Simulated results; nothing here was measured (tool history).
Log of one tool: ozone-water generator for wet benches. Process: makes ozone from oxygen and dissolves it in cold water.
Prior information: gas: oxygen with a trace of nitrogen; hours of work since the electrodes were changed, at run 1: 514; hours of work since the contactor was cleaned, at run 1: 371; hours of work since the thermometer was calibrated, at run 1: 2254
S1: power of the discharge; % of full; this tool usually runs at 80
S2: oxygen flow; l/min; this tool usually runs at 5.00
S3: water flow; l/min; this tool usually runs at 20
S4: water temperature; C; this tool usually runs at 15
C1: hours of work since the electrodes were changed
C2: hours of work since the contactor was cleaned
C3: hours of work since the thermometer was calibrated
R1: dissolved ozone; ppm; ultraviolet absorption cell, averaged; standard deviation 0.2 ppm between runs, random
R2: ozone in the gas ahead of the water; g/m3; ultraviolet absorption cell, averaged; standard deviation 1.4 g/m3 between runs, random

| run | hour | S1 | S2 | S3 | S4 | C1 | C2 | C3 | R1 | R2 |
|---|---|---|---|---|---|---|---|---|---|---|
| 1 | 0.0 | 80 | 5.00 | 20 | 15 | 514 | 371 | 2254 | 28.3 | 254.3 |
| 2 | 43.5 | 80 | 5.00 | 20 | 15 | 543 | 400 | 2283 | 28.6 | 256.1 |
| 3 | 90.2 | 80 | 5.00 | 20 | 15 | 574 | 430 | 2314 | 29.0 | 254.2 |
| 4 | 112.4 | 80 | 5.00 | 20 | 15 | 589 | 445 | 2329 | 28.3 | 258.0 |
| 5 | 157.6 | 80 | 5.00 | 20 | 13 | 618 | 475 | 2358 | 29.7 | 257.9 |
| 6 | 205.6 | 71 | 5.00 | 20 | 15 | 650 | 506 | 2390 | 26.5 | 239.5 |
| 7 | 226.0 | 71 | 5.00 | 20 | 15 | 663 | 520 | 2403 | 26.5 | 241.0 |
| 8 | 260.9 | 71 | 5.00 | 20 | 15 | 686 | 543 | 2426 | 26.4 | 236.5 |
| 9 | 298.6 | 71 | 5.00 | 20 | 15 | 711 | 568 | 2451 | 27.1 | 239.2 |
| 10 | 324.2 | 71 | 5.00 | 20 | 15 | 728 | 585 | 2468 | 26.8 | 238.2 |
| 11 | 364.9 | 71 | 5.00 | 20 | 15 | 755 | 611 | 2495 | 26.3 | 236.3 |
| 12 | 388.9 | 71 | 5.00 | 20 | 15 | 771 | 627 | 2511 | 26.4 | 237.6 |
| 13 | 437.2 | 71 | 5.00 | 20 | 15 | 803 | 659 | 2543 | 26.6 | 237.4 |
| 14 | 472.3 | 71 | 5.00 | 20 | 15 | 826 | 682 | 2566 | 26.5 | 236.5 |
| 15 | 509.4 | 71 | 5.00 | 20 | 15 | 850 | 707 | 2590 | 26.4 | 236.1 |
| 16 | 539.2 | 71 | 5.00 | 20 | 15 | 870 | 726 | 2610 | 26.1 | 235.6 |
| 17 | 567.2 | 80 | 7.46 | 15 | 15 | 888 | 745 | 2628 | 33.0 | 201.0 |
| 18 | 592.5 | 80 | 3.40 | 16 | 11 | 905 | 761 | 2645 | 35.1 | 316.8 |
| 19 | 629.0 | 80 | 3.40 | 16 | 12 | 929 | 786 | 2669 | 34.1 | 318.9 |
| 20 | 663.3 | 80 | 6.23 | 20 | 11 | 952 | 808 | 2692 | 29.6 | 222.8 |
| 21 | 706.2 | 51 | 6.23 | 17 | 22 | 980 | 836 | 2720 | 21.2 | 173.0 |
| 22 | 745.3 | 92 | 6.23 | 29 | 22 | 1006 | 862 | 2746 | 20.5 | 241.1 |
| 23 | 781.6 | 81 | 5.00 | 24 | 15 | 1030 | 886 | 2770 | 24.7 | 254.4 |
| 24 | 819.3 | 63 | 5.00 | 24 | 8 | 1055 | 911 | 2794 | 22.9 | 223.7 |
| 25 | 847.1 | 65 | 4.87 | 20 | 12 | 1073 | 929 | 2813 | 25.8 | 228.4 |
| 26 | 889.6 | 80 | 5.00 | 15 | 20 | 1101 | 957 | 2841 | 31.3 | 251.4 |
| 27 | 927.4 | 46 | 5.72 | 20 | 18 | 1126 | 982 | 2866 | 19.5 | 170.6 |

4 ways to go on from here, each from the tool as it stands after run 27. What would each give?
| A | 968.4 | 42 | 7.34 | 18 | 18 | 1153 | 1009 | 2893 | ? | ? |
| B | 968.4 | 80 | 3.73 | 21 | 11 | 1153 | 1009 | 2893 | ? | ? |
| C | 968.4 | 88 | 4.32 | 20 | 10 | 1153 | 1009 | 2893 | ? | ? |
| D | 968.4 | 80 | 6.64 | 27 | 13 | 1153 | 1009 | 2893 | ? | ? |

| run | R1 | R2 |
|---|---|---|
| A | 19.3 | 140.9 |
| B | 28.0 | 300.5 |
| C | 30.9 | 290.1 |
| D | 22.8 | 213.2 |
Without the tool's hidden state the same runs would have given:
| run | R1 | R2 |
|---|---|---|
| A | 20.3 | 144.6 |
| B | 29.8 | 312.4 |
| C | 33.0 | 302.2 |
| D | 24.3 | 221.6 |
